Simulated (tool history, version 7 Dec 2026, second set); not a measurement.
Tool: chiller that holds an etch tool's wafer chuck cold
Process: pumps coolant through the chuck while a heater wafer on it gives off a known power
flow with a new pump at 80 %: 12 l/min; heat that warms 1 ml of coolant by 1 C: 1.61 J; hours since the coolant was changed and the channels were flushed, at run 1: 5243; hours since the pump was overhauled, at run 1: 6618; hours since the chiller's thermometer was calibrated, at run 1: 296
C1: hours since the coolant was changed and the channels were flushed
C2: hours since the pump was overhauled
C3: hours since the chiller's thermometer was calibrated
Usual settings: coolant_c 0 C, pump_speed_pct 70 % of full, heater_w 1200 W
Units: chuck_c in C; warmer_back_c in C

Run 1, hour 0: usual settings; C1 5243; C2 6618; C3 296. Result: chuck_c 9.7 C, warmer_back_c 4.46 C.
Run 2, hour 79.6: usual settings; C1 5323; C2 6698; C3 375. Result: chuck_c 9.5 C, warmer_back_c 4.48 C.
Run 3, hour 225.3: usual settings; C1 5468; C2 6844; C3 521. Result: chuck_c 9.6 C, warmer_back_c 4.46 C.
Run 4, hour 301.8: usual settings; C1 5545; C2 6920; C3 597. Result: chuck_c 9.5 C, warmer_back_c 4.51 C.
Run 5, hour 427.4: usual settings; C1 5670; C2 7046; C3 723. Result: chuck_c 9.7 C, warmer_back_c 4.49 C.
Run 6, hour 527.5: usual settings but heater_w 1617 W; C1 5771; C2 7146; C3 823. Result: chuck_c 13 C, warmer_back_c 6.08 C.
Run 7, hour 692.9: usual settings but coolant_c 5 C, heater_w 1617 W; C1 5936; C2 7311; C3 988. Result: chuck_c 18.1 C, warmer_back_c 6.06 C.
Run 8, hour 857.5: usual settings but coolant_c 5 C, heater_w 1617 W; C1 6100; C2 7476; C3 1153. Result: chuck_c 18.1 C, warmer_back_c 6.07 C.
Run 9, hour 953.8: usual settings but coolant_c 5 C, heater_w 1617 W; C1 6197; C2 7572; C3 1249. Result: chuck_c 18.1 C, warmer_back_c 6.1 C.
Run 10, hour 1040.1: usual settings; C1 6283; C2 7658; C3 1336. Result: chuck_c 9.9 C, warmer_back_c 4.51 C.
Run 11, hour 1118.6: usual settings; C1 6362; C2 7737; C3 1414. Result: chuck_c 9.8 C, warmer_back_c 4.47 C.
Run 12, hour 1238.4: usual settings; C1 6481; C2 7857; C3 1534. Result: chuck_c 9.8 C, warmer_back_c 4.54 C.
Run 13, hour 1318.8: usual settings but heater_w 1003 W; C1 6562; C2 7937; C3 1614. Result: chuck_c 8.2 C, warmer_back_c 3.75 C.
Run 14, hour 1438.2: usual settings but heater_w 824 W; C1 6681; C2 8057; C3 1734. Result: chuck_c 6.8 C, warmer_back_c 3.1 C.
Run 15, hour 1548.1: usual settings but heater_w 824 W; C1 6791; C2 8166; C3 1844. Result: chuck_c 6.8 C, warmer_back_c 3.13 C.
Run 16, hour 1669.4: usual settings but heater_w 824 W; C1 6912; C2 8288; C3 1965. Result: chuck_c 6.7 C, warmer_back_c 3.14 C.
Run 17, hour 1813: usual settings but coolant_c 7 C, pump_speed_pct 98 % of full; C1 7056; C2 8431; C3 2109. Result: chuck_c 14.7 C, warmer_back_c 3.17 C.
Run 18, hour 1970.2: usual settings but coolant_c 7 C, pump_speed_pct 98 % of full; C1 7213; C2 8589; C3 2266. Result: chuck_c 14.8 C, warmer_back_c 3.13 C.
Run 19, hour 2073.4: usual settings but coolant_c 7 C, pump_speed_pct 74 % of full; C1 7316; C2 8692; C3 2369. Result: chuck_c 16.4 C, warmer_back_c 4.26 C.
Run 20, hour 2156.1: usual settings but pump_speed_pct 88 % of full; C1 7399; C2 8775; C3 2452. Result: chuck_c 8.3 C, warmer_back_c 3.58 C.
Run 21, hour 2252.7: usual settings but heater_w 1039 W; C1 7496; C2 8871; C3 2548. Result: chuck_c 8.6 C, warmer_back_c 3.98 C.
Run 22, hour 2416.8: usual settings but heater_w 1039 W; C1 7660; C2 9035; C3 2712. Result: chuck_c 8.6 C, warmer_back_c 3.98 C.
Run 23, hour 2497.8: usual settings but heater_w 1039 W; C1 7741; C2 9116; C3 2793. Result: chuck_c 8.6 C, warmer_back_c 3.97 C.
Run 24, hour 2592.7: usual settings but heater_w 1039 W; C1 7836; C2 9211; C3 2888. Result: chuck_c 8.7 C, warmer_back_c 3.92 C.
Run 25, hour 2741.2: usual settings but pump_speed_pct 89 % of full; C1 7984; C2 9360; C3 3037. Result: chuck_c 8.3 C, warmer_back_c 3.5 C.
Run 26, hour 2854.9: usual settings but pump_speed_pct 89 % of full; C1 8098; C2 9473; C3 3150. Result: chuck_c 8.5 C, warmer_back_c 3.53 C.
Run 27, hour 2992.8: usual settings but pump_speed_pct 80 % of full, heater_w 605 W; C1 8236; C2 9611; C3 3288. Result: chuck_c 4.6 C, warmer_back_c 2.03 C.
Run 28, hour 3101.9: usual settings but pump_speed_pct 78 % of full, heater_w 605 W; C1 8345; C2 9720; C3 3397. Result: chuck_c 4.6 C, warmer_back_c 2.04 C.
Run 29, hour 3228.2: usual settings but coolant_c -4 C, pump_speed_pct 69 % of full, heater_w 1006 W; C1 8471; C2 9847; C3 3524. Result: chuck_c 4.7 C, warmer_back_c 3.93 C.
Run 30, hour 3313.7: usual settings but coolant_c 9 C; C1 8557; C2 9932; C3 3609. Result: chuck_c 19.3 C, warmer_back_c 4.56 C.
Run 31, hour 3442: usual settings but coolant_c 9 C; C1 8685; C2 10060; C3 3737. Result: chuck_c 19.1 C, warmer_back_c 4.61 C.

The same runs without the tool's hidden state, with the same run-to-run variation:
The hidden state here: heat passed by the chuck's channels, % of clean ones'; flow at a given pump speed, % of a new pump's; coolant's true temperature over the reading, C; drift of the gauge itself on chuck_c, C; drift of the gauge itself on warmer_back_c, C.
run  chuck_c  warmer_back_c
  1      8.6           4.28
  2      8.4            4.3
  3      8.4           4.28
  4      8.3           4.32
  5      8.5            4.3
  6     11.3           5.82
  7     16.4           5.79
  8     16.4            5.8
  9     16.3           5.82
 10      8.5            4.3
 11      8.5           4.25
 12      8.5           4.32
 13      7.1           3.56
 14      5.9           2.95
 15      5.9           2.98
 16      5.8           2.98
 17     13.6           3.01
 18     13.7           2.96
 19       15           4.03
 20        7           3.39
 21      7.4           3.76
 22      7.3           3.76
 23      7.3           3.75
 24      7.4            3.7
 25        7            3.3
 26      7.1           3.32
 27      3.9           1.91
 28        4           1.92
 29      3.3            3.7
 30     17.6           4.29
 31     17.3           4.32
